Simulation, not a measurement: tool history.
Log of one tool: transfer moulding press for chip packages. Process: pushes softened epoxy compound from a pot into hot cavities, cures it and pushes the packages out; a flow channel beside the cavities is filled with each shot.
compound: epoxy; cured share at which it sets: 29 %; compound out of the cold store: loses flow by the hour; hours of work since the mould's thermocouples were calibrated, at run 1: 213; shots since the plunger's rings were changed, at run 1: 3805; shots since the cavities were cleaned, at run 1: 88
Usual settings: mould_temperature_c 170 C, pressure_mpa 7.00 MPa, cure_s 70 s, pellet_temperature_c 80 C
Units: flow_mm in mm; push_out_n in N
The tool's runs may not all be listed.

run,hour,mould_temperature_c,pressure_mpa,cure_s,pellet_temperature_c,hours of work since the mould's thermocouples were calibrated,shots since the plunger's rings were changed,shots since the cavities were cleaned,incoming compound's hours out of the cold store,flow_mm,push_out_n
1,0.0,170,7.00,70,80,213,3805,88,45.5,811,681
2,22.8,170,7.00,70,80,226,4144,427,28.7,858,712
3,41.4,170,7.00,70,80,236,4420,703,23.2,907,726
# hour 49.5: cavities cleaned with cleaning compound and waxed
4,67.4,170,7.59,70,80,249,4784,266,24.2,945,719
5,77.3,170,7.59,70,80,255,4932,414,11.9,1024,779
6,96.0,170,7.59,70,80,265,5209,691,30.0,917,719
# hour 103.9: cavities cleaned with cleaning compound and waxed
7,107.8,170,7.00,70,80,271,5361,57,21.3,933,697
8,131.5,170,7.00,70,80,284,5714,410,14.8,948,742
9,146.2,171,7.00,70,80,292,5933,629,33.7,860,652
# hour 158.9: cavities cleaned with cleaning compound and waxed
# hour 162.8: plunger's sealing rings changed
10,174.3,171,7.00,70,80,305,171,192,45.4,799,602
# hour 177.5: mould's thermocouples calibrated
11,195.5,176,7.00,70,80,10,456,477,10.0,957,524
# hour 218.3: cavities cleaned with cleaning compound and waxed
12,218.3,176,7.00,70,80,22,773,0,31.8,853,478
13,238.9,176,7.00,70,80,33,1079,306,32.3,844,487
14,249.0,176,7.00,70,80,38,1229,456,30.7,861,485
# hour 273.2: cavities cleaned with cleaning compound and waxed
15,274.5,176,7.00,70,80,52,1585,19,28.3,873,491
16,296.7,170,7.00,71,88,64,1916,350,40.7,817,622
17,311.9,170,7.00,71,88,72,2142,576,22.0,913,682
# hour 328.3: cavities cleaned with cleaning compound and waxed
18,336.6,171,8.60,100,76,85,2485,122,40.8,914,391
19,360.8,171,8.60,85,76,98,2845,482,29.6,958,441
20,379.7,174,5.96,67,78,109,3126,763,36.2,781,579

Forecast run 21:
# hour 383.7: cavities cleaned with cleaning compound and waxed
21,400.3,173,7.00,70,80,119,3410,246,36.8,?,?

{"run 21": {"flow_mm": 841, "push_out_n": 556}}
Without the tool's hidden state the same run would have given flow_mm 842 mm, push_out_n 552 N.
